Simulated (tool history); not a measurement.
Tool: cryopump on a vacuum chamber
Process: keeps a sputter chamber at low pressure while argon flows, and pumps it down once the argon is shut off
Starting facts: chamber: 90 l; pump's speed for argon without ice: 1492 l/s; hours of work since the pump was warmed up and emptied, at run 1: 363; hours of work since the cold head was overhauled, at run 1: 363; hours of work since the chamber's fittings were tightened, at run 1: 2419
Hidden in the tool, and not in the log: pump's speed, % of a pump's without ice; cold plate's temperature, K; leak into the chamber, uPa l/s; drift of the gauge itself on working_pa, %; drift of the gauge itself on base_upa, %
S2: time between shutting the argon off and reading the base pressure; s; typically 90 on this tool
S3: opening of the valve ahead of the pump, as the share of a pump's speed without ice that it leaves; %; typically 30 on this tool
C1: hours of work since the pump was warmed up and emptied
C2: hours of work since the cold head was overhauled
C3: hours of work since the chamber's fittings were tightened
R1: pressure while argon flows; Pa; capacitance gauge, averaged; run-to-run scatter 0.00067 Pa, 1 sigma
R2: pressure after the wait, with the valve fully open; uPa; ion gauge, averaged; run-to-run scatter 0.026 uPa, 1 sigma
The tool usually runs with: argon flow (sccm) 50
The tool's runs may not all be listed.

{"run": 1, "hour": 0.0, "argon flow (sccm)": 50, "S2": 90, "S3": 30, "C1": 363, "C2": 363, "C3": 2419, "R1": 0.1954, "R2": 3.18}
{"run": 2, "hour": 11.7, "argon flow (sccm)": 50, "S2": 90, "S3": 30, "C1": 369, "C2": 369, "C3": 2426, "R1": 0.1949, "R2": 3.16}
{"run": 3, "hour": 32.6, "argon flow (sccm)": 50, "S2": 90, "S3": 30, "C1": 380, "C2": 380, "C3": 2437, "R1": 0.1957, "R2": 3.16}
{"run": 4, "hour": 47.3, "argon flow (sccm)": 64, "S2": 90, "S3": 30, "C1": 388, "C2": 388, "C3": 2444, "R1": 0.2487, "R2": 3.21}
{"run": 5, "hour": 68.0, "argon flow (sccm)": 50, "S2": 90, "S3": 53, "C1": 399, "C2": 399, "C3": 2455, "R1": 0.1142, "R2": 3.28}
{"run": 6, "hour": 87.7, "argon flow (sccm)": 50, "S2": 90, "S3": 17, "C1": 409, "C2": 409, "C3": 2466, "R1": 0.3391, "R2": 3.3}
{"run": 7, "hour": 101.1, "argon flow (sccm)": 50, "S2": 90, "S3": 17, "C1": 416, "C2": 416, "C3": 2473, "R1": 0.3386, "R2": 3.34}
{"run": 8, "hour": 115.7, "argon flow (sccm)": 50, "S2": 90, "S3": 23, "C1": 424, "C2": 424, "C3": 2480, "R1": 0.253, "R2": 3.26}
{"run": 9, "hour": 126.2, "argon flow (sccm)": 50, "S2": 90, "S3": 23, "C1": 429, "C2": 429, "C3": 2486, "R1": 0.2525, "R2": 3.33}
{"run": 10, "hour": 147.3, "argon flow (sccm)": 50, "S2": 174, "S3": 30, "C1": 440, "C2": 440, "C3": 2497, "R1": 0.1962, "R2": 2.83}
{"run": 11, "hour": 168.2, "argon flow (sccm)": 50, "S2": 174, "S3": 30, "C1": 451, "C2": 451, "C3": 2508, "R1": 0.1967, "R2": 2.93}
{"run": 12, "hour": 182.4, "argon flow (sccm)": 50, "S2": 90, "S3": 30, "C1": 459, "C2": 459, "C3": 2515, "R1": 0.1953, "R2": 3.33}
{"run": 13, "hour": 203.9, "argon flow (sccm)": 50, "S2": 90, "S3": 30, "C1": 470, "C2": 470, "C3": 2527, "R1": 0.1971, "R2": 3.27}
{"run": 14, "hour": 216.4, "argon flow (sccm)": 50, "S2": 90, "S3": 48, "C1": 477, "C2": 477, "C3": 2533, "R1": 0.1255, "R2": 3.53}
{"run": 15, "hour": 237.0, "argon flow (sccm)": 50, "S2": 90, "S3": 48, "C1": 487, "C2": 487, "C3": 2544, "R1": 0.125, "R2": 3.38}
{"run": 16, "hour": 253.6, "argon flow (sccm)": 50, "S2": 90, "S3": 25, "C1": 496, "C2": 496, "C3": 2553, "R1": 0.2345, "R2": 3.42}
{"run": 17, "hour": 270.1, "argon flow (sccm)": 50, "S2": 90, "S3": 25, "C1": 505, "C2": 505, "C3": 2561, "R1": 0.2355, "R2": 3.38}
{"run": 18, "hour": 279.9, "argon flow (sccm)": 38, "S2": 86, "S3": 58, "C1": 510, "C2": 510, "C3": 2566, "R1": 0.0804, "R2": 3.49}
{"run": 19, "hour": 291.9, "argon flow (sccm)": 23, "S2": 90, "S3": 28, "C1": 516, "C2": 516, "C3": 2573, "R1": 0.0981, "R2": 3.38}
{"run": 20, "hour": 304.0, "argon flow (sccm)": 50, "S2": 281, "S3": 30, "C1": 523, "C2": 523, "C3": 2579, "R1": 0.1967, "R2": 2.81}
{"run": 21, "hour": 324.6, "argon flow (sccm)": 32, "S2": 269, "S3": 47, "C1": 533, "C2": 533, "C3": 2590, "R1": 0.0832, "R2": 2.91}
{"run": 22, "hour": 346.6, "argon flow (sccm)": 36, "S2": 71, "S3": 29, "C1": 545, "C2": 545, "C3": 2602, "R1": 0.1463, "R2": 3.69}
{"run": 23, "hour": 359.4, "argon flow (sccm)": 36, "S2": 71, "S3": 29, "C1": 552, "C2": 552, "C3": 2608, "R1": 0.146, "R2": 3.73}
{"run": 24, "hour": 373.4, "argon flow (sccm)": 50, "S2": 242, "S3": 53, "C1": 559, "C2": 559, "C3": 2616, "R1": 0.1164, "R2": 2.92}
{"run": 25, "hour": 383.6, "argon flow (sccm)": 29, "S2": 36, "S3": 30, "C1": 564, "C2": 564, "C3": 2621, "R1": 0.1153, "R2": 4.95}
{"run": 26, "hour": 393.3, "argon flow (sccm)": 29, "S2": 36, "S3": 30, "C1": 569, "C2": 569, "C3": 2626, "R1": 0.1151, "R2": 4.95}
{"run": 27, "hour": 408.0, "argon flow (sccm)": 29, "S2": 29, "S3": 40, "C1": 577, "C2": 577, "C3": 2634, "R1": 0.0872, "R2": 5.46}
{"run": 28, "hour": 421.1, "argon flow (sccm)": 50, "S2": 247, "S3": 16, "C1": 584, "C2": 584, "C3": 2641, "R1": 0.3654, "R2": 2.96}
{"run": 29, "hour": 437.5, "argon flow (sccm)": 50, "S2": 38, "S3": 18, "C1": 593, "C2": 593, "C3": 2649, "R1": 0.3252, "R2": 4.87}
{"run": 30, "hour": 449.6, "argon flow (sccm)": 50, "S2": 54, "S3": 18, "C1": 599, "C2": 599, "C3": 2656, "R1": 0.3253, "R2": 4.22}
{"run": 31, "hour": 465.6, "argon flow (sccm)": 50, "S2": 54, "S3": 18, "C1": 607, "C2": 607, "C3": 2664, "R1": 0.3245, "R2": 4.22}
{"run": 32, "hour": 486.5, "argon flow (sccm)": 50, "S2": 255, "S3": 18, "C1": 618, "C2": 618, "C3": 2675, "R1": 0.3266, "R2": 2.97}
{"run": 33, "hour": 497.3, "argon flow (sccm)": 50, "S2": 255, "S3": 18, "C1": 624, "C2": 624, "C3": 2681, "R1": 0.3235, "R2": 2.94}

Here are 5 independent what-if runs from the current tool condition. What would each one return?
{"run": "A", "hour": 509.1, "argon flow (sccm)": 50, "S2": 232, "S3": 49, "C1": 630, "C2": 630, "C3": 2687, "R1": "?", "R2": "?"}
{"run": "B", "hour": 509.1, "argon flow (sccm)": 23, "S2": 255, "S3": 18, "C1": 630, "C2": 630, "C3": 2687, "R1": "?", "R2": "?"}
{"run": "C", "hour": 509.1, "argon flow (sccm)": 50, "S2": 90, "S3": 32, "C1": 630, "C2": 630, "C3": 2687, "R1": "?", "R2": "?"}
{"run": "D", "hour": 509.1, "argon flow (sccm)": 24, "S2": 29, "S3": 48, "C1": 630, "C2": 630, "C3": 2687, "R1": "?", "R2": "?"}
{"run": "E", "hour": 509.1, "argon flow (sccm)": 50, "S2": 90, "S3": 43, "C1": 630, "C2": 630, "C3": 2687, "R1": "?", "R2": "?"}

run=A R1=0.1259 R2=2.98
run=B R1=0.1499 R2=3.02
run=C R1=0.1872 R2=3.66
run=D R1=0.0614 R2=5.48
run=E R1=0.142 R2=3.65
What these runs would have given with no unlogged condition in the tool:
run=A R1=0.1156 R2=0.54
run=B R1=0.1451 R2=0.52
run=C R1=0.1768 R2=1.16
run=D R1=0.0563 R2=3.02
run=E R1=0.1315 R2=1.13

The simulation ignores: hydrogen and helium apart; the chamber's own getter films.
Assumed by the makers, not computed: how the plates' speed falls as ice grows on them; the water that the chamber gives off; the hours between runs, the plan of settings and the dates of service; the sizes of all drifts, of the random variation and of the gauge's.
